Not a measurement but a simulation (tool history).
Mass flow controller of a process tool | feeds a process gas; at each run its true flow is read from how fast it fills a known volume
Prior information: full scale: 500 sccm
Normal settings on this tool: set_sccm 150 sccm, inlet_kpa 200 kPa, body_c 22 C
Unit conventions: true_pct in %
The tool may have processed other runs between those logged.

{"run": 1, "hour": 0.0, "set_sccm": 150, "inlet_kpa": 200, "body_c": 22, "true_pct": 98.56}
{"run": 2, "hour": 51.6, "set_sccm": 150, "inlet_kpa": 200, "body_c": 22, "true_pct": 98.71}
{"run": 3, "hour": 130.9, "set_sccm": 347, "inlet_kpa": 200, "body_c": 22, "true_pct": 99.59}
{"run": 4, "hour": 184.0, "set_sccm": 347, "inlet_kpa": 200, "body_c": 22, "true_pct": 99.76}
{"run": 5, "hour": 259.5, "set_sccm": 347, "inlet_kpa": 200, "body_c": 22, "true_pct": 99.68}
{"run": 6, "hour": 328.5, "set_sccm": 347, "inlet_kpa": 200, "body_c": 22, "true_pct": 99.69}
{"run": 7, "hour": 391.8, "set_sccm": 347, "inlet_kpa": 200, "body_c": 22, "true_pct": 99.66}
{"run": 8, "hour": 514.7, "set_sccm": 347, "inlet_kpa": 200, "body_c": 22, "true_pct": 99.74}
{"run": 9, "hour": 595.2, "set_sccm": 150, "inlet_kpa": 200, "body_c": 22, "true_pct": 99.01}
{"run": 10, "hour": 688.6, "set_sccm": 150, "inlet_kpa": 200, "body_c": 35, "true_pct": 98.7}
{"run": 11, "hour": 768.9, "set_sccm": 150, "inlet_kpa": 172, "body_c": 22, "true_pct": 98.84}
{"run": 12, "hour": 892.7, "set_sccm": 150, "inlet_kpa": 200, "body_c": 22, "true_pct": 99.07}
{"run": 13, "hour": 944.8, "set_sccm": 150, "inlet_kpa": 200, "body_c": 22, "true_pct": 99.26}
{"run": 14, "hour": 1048.5, "set_sccm": 150, "inlet_kpa": 200, "body_c": 22, "true_pct": 99.25}
{"run": 15, "hour": 1103.3, "set_sccm": 150, "inlet_kpa": 200, "body_c": 22, "true_pct": 99.32}
{"run": 16, "hour": 1184.1, "set_sccm": 150, "inlet_kpa": 200, "body_c": 22, "true_pct": 99.29}
{"run": 17, "hour": 1248.5, "set_sccm": 94, "inlet_kpa": 200, "body_c": 22, "true_pct": 99.63}
{"run": 18, "hour": 1309.6, "set_sccm": 94, "inlet_kpa": 200, "body_c": 22, "true_pct": 99.8}
{"run": 19, "hour": 1375.1, "set_sccm": 94, "inlet_kpa": 200, "body_c": 22, "true_pct": 99.87}
{"run": 20, "hour": 1494.3, "set_sccm": 94, "inlet_kpa": 200, "body_c": 28, "true_pct": 99.74}
{"run": 21, "hour": 1553.7, "set_sccm": 150, "inlet_kpa": 200, "body_c": 22, "true_pct": 99.54}
{"run": 22, "hour": 1670.7, "set_sccm": 150, "inlet_kpa": 144, "body_c": 22, "true_pct": 99.34}
{"run": 23, "hour": 1760.6, "set_sccm": 108, "inlet_kpa": 251, "body_c": 25, "true_pct": 100.17}
{"run": 24, "hour": 1830.8, "set_sccm": 108, "inlet_kpa": 251, "body_c": 25, "true_pct": 100.19}
{"run": 25, "hour": 1908.7, "set_sccm": 150, "inlet_kpa": 232, "body_c": 38, "true_pct": 99.59}
{"run": 26, "hour": 2020.1, "set_sccm": 161, "inlet_kpa": 201, "body_c": 40, "true_pct": 99.36}
{"run": 27, "hour": 2132.8, "set_sccm": 264, "inlet_kpa": 218, "body_c": 21, "true_pct": 100.17}
{"run": 28, "hour": 2210.4, "set_sccm": 150, "inlet_kpa": 161, "body_c": 22, "true_pct": 99.86}
{"run": 29, "hour": 2316.7, "set_sccm": 150, "inlet_kpa": 200, "body_c": 21, "true_pct": 100.07}
{"run": 30, "hour": 2399.8, "set_sccm": 213, "inlet_kpa": 227, "body_c": 31, "true_pct": 99.98}
{"run": 31, "hour": 2481.1, "set_sccm": 213, "inlet_kpa": 227, "body_c": 31, "true_pct": 99.98}
{"run": 32, "hour": 2606.1, "set_sccm": 374, "inlet_kpa": 142, "body_c": 36, "true_pct": 99.98}
{"run": 33, "hour": 2657.6, "set_sccm": 66, "inlet_kpa": 252, "body_c": 33, "true_pct": 101.96}
{"run": 34, "hour": 2724.1, "set_sccm": 150, "inlet_kpa": 224, "body_c": 27, "true_pct": 100.39}
{"run": 35, "hour": 2801.5, "set_sccm": 65, "inlet_kpa": 140, "body_c": 22, "true_pct": 101.88}
{"run": 36, "hour": 2854.8, "set_sccm": 150, "inlet_kpa": 149, "body_c": 22, "true_pct": 100.36}
{"run": 37, "hour": 2955.9, "set_sccm": 54, "inlet_kpa": 200, "body_c": 30, "true_pct": 103.03}
{"run": 38, "hour": 3029.7, "set_sccm": 193, "inlet_kpa": 200, "body_c": 20, "true_pct": 100.44}
{"run": 39, "hour": 3091.7, "set_sccm": 77, "inlet_kpa": 246, "body_c": 26, "true_pct": 102.1}
{"run": 40, "hour": 3169.7, "set_sccm": 361, "inlet_kpa": 246, "body_c": 26, "true_pct": 100.79}
{"run": 41, "hour": 3253.0, "set_sccm": 361, "inlet_kpa": 160, "body_c": 31, "true_pct": 100.32}
{"run": 42, "hour": 3336.4, "set_sccm": 361, "inlet_kpa": 160, "body_c": 31, "true_pct": 100.33}

Predict each of these 3 candidate next runs independently; none follows another, all start after run 42:
{"run": "A", "hour": 3429.2, "set_sccm": 57, "inlet_kpa": 170, "body_c": 22, "true_pct": "?"}
{"run": "B", "hour": 3429.2, "set_sccm": 87, "inlet_kpa": 206, "body_c": 31, "true_pct": "?"}
{"run": "C", "hour": 3429.2, "set_sccm": 57, "inlet_kpa": 264, "body_c": 31, "true_pct": "?"}

run=A true_pct=103.70
run=B true_pct=101.90
run=C true_pct=103.96
With no hidden state in the tool, these same runs would have given:
run=A true_pct=97.48
run=B true_pct=97.63
run=C true_pct=97.74
